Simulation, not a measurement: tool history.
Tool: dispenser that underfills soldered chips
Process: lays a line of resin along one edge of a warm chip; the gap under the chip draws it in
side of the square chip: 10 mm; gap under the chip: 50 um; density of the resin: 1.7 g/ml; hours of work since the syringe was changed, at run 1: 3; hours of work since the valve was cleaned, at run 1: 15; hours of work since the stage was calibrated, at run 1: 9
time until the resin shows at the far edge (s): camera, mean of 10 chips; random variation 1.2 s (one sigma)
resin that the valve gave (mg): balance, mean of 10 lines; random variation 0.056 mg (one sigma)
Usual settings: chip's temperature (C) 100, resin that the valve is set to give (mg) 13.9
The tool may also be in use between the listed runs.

| run | day | chip's temperature (C) | resin that the valve is set to give (mg) | hours of work since the syringe was changed | hours of work since the valve was cleaned | hours of work since the stage was calibrated | time until the resin shows at the far edge (s) | resin that the valve gave (mg) |
|---|---|---|---|---|---|---|---|---|
| 1 | 0.000 | 100 | 13.9 | 3 | 15 | 9 | 157.2 | 13.82 |
|  | 0.246 | new syringe of resin |
| 2 | 0.450 | 100 | 16.3 | 3 | 22 | 16 | 161.3 | 16.04 |
|  | 0.704 | new syringe of resin |
| 3 | 0.767 | 100 | 16.3 | 1 | 27 | 21 | 128.0 | 15.83 |
|  | 1.138 | new syringe of resin |
| 4 | 1.288 | 100 | 16.3 | 2 | 36 | 30 | 147.3 | 15.87 |
|  | 1.608 | new syringe of resin |
| 5 | 1.671 | 100 | 13.2 | 1 | 42 | 36 | 131.0 | 12.78 |
| 6 | 1.967 | 100 | 13.2 | 6 | 46 | 40 | 205.2 | 12.76 |
|  | 2.042 | new syringe of resin |
| 7 | 2.421 | 94 | 13.9 | 6 | 54 | 48 | 286.1 | 13.38 |
|  | 2.492 | new syringe of resin |
| 8 | 2.779 | 94 | 13.9 | 5 | 59 | 53 | 245.3 | 13.35 |
|  | 2.929 | new syringe of resin |
| 9 | 3.117 | 94 | 13.9 | 3 | 65 | 59 | 216.4 | 13.25 |
|  | 3.392 | new syringe of resin |
| 10 | 3.417 | 100 | 13.9 | 0 | 69 | 63 | 125.9 | 13.23 |
|  | 3.833 | dispensing valve cleaned and set on the balance |
| 11 | 3.846 | 100 | 13.0 | 7 | 0 | 70 | 227.9 | 12.95 |
|  | 3.883 | new syringe of resin |
| 12 | 4.108 | 100 | 13.0 | 4 | 4 | 74 | 169.4 | 12.98 |
|  | 4.338 | new syringe of resin |
| 13 | 4.404 | 100 | 16.7 | 1 | 9 | 79 | 130.1 | 16.54 |
|  | 4.792 | new syringe of resin |
| 14 | 4.900 | 115 | 13.9 | 2 | 17 | 86 | 74.1 | 13.61 |
|  | 5.254 | new syringe of resin |
| 15 | 5.367 | 115 | 13.9 | 2 | 24 | 94 | 74.4 | 13.59 |
|  | 5.696 | new syringe of resin |
| 16 | 5.733 | 106 | 12.0 | 1 | 30 | 100 | 101.3 | 11.66 |
| 17 | 5.996 | 114 | 16.7 | 5 | 34 | 104 | 104.0 | 16.26 |
|  | 6.142 | new syringe of resin |
| 18 | 6.488 | 86 | 14.4 | 6 | 42 | 112 | 391.4 | 13.94 |
|  | 6.596 | new syringe of resin |
| 19 | 6.908 | 102 | 13.9 | 5 | 49 | 119 | 176.2 | 13.33 |
|  | 7.067 | new syringe of resin |
| 20 | 7.362 | 102 | 13.9 | 5 | 56 | 126 | 173.1 | 13.28 |
|  | 7.496 | new syringe of resin |
| 21 | 7.596 | 102 | 13.9 | 2 | 60 | 129 | 131.6 | 13.25 |
|  | 7.946 | new syringe of resin |
| 22 | 7.979 | 86 | 15.5 | 1 | 66 | 135 | 245.1 | 14.74 |
|  | 8.396 | new syringe of resin |
| 23 | 8.492 | 106 | 12.0 | 2 | 74 | 144 | 110.1 | 11.32 |
|  | 8.621 | dispensing valve cleaned and set on the balance |
|  | 8.875 | new syringe of resin |
| 24 | 9.025 | 87 | 15.2 | 2 | 6 | 152 | 278.2 | 15.10 |
|  | 9.346 | new syringe of resin |
| 25 | 9.438 | 87 | 15.2 | 2 | 13 | 158 | 257.0 | 15.02 |
|  | 9.779 | new syringe of resin |
| 26 | 9.779 | 106 | 15.9 | 0 | 18 | 164 | 90.3 | 15.76 |
| 27 | 10.179 | 104 | 11.9 | 6 | 25 | 170 | 188.8 | 11.70 |
|  | 10.217 | new syringe of resin |
| 28 | 10.575 | 104 | 14.1 | 6 | 31 | 176 | 172.3 | 13.82 |
|  | 10.679 | new syringe of resin |
| 29 | 10.962 | 104 | 14.1 | 5 | 37 | 182 | 156.4 | 13.77 |
|  | 11.146 | new syringe of resin |
| 30 | 11.288 | 98 | 14.9 | 2 | 42 | 188 | 161.4 | 14.56 |

Some steps in time until the resin shows at the far edge (s) between neighbouring runs. How much of each would the tool show without its hidden state too (settings, what came in, random variation), and how much is left for the hidden state, with any gauge scatter that isn't in both results?
The hidden state here: resin's viscosity, % of fresh resin's; dose that the valve gives, % of what is set; true chip temperature over the reading, C; drift of the gauge itself on fill_s, %; drift of the gauge itself on given_mg, %.
Run 10 -> 11: resin that the valve is set to give (mg) 13.9 -> 13.0, dispensing valve cleaned and set on the balance. time until the resin shows at the far edge (s) +102.0: hidden state +98.6, all else +3.4.
Run 17 -> 18: chip's temperature (C) 114 -> 86, resin that the valve is set to give (mg) 16.7 -> 14.4, new syringe of resin. time until the resin shows at the far edge (s) +287.4: hidden state +121.9, all else +165.5.
Run 18 -> 19: chip's temperature (C) 86 -> 102, resin that the valve is set to give (mg) 14.4 -> 13.9, new syringe of resin. time until the resin shows at the far edge (s) -215.2: hidden state -92.3, all else -122.9.
Run 23 -> 24: chip's temperature (C) 106 -> 87, resin that the valve is set to give (mg) 12.0 -> 15.2, dispensing valve cleaned and set on the balance, new syringe of resin. time until the resin shows at the far edge (s) +168.1: hidden state +41.7, all else +126.4.
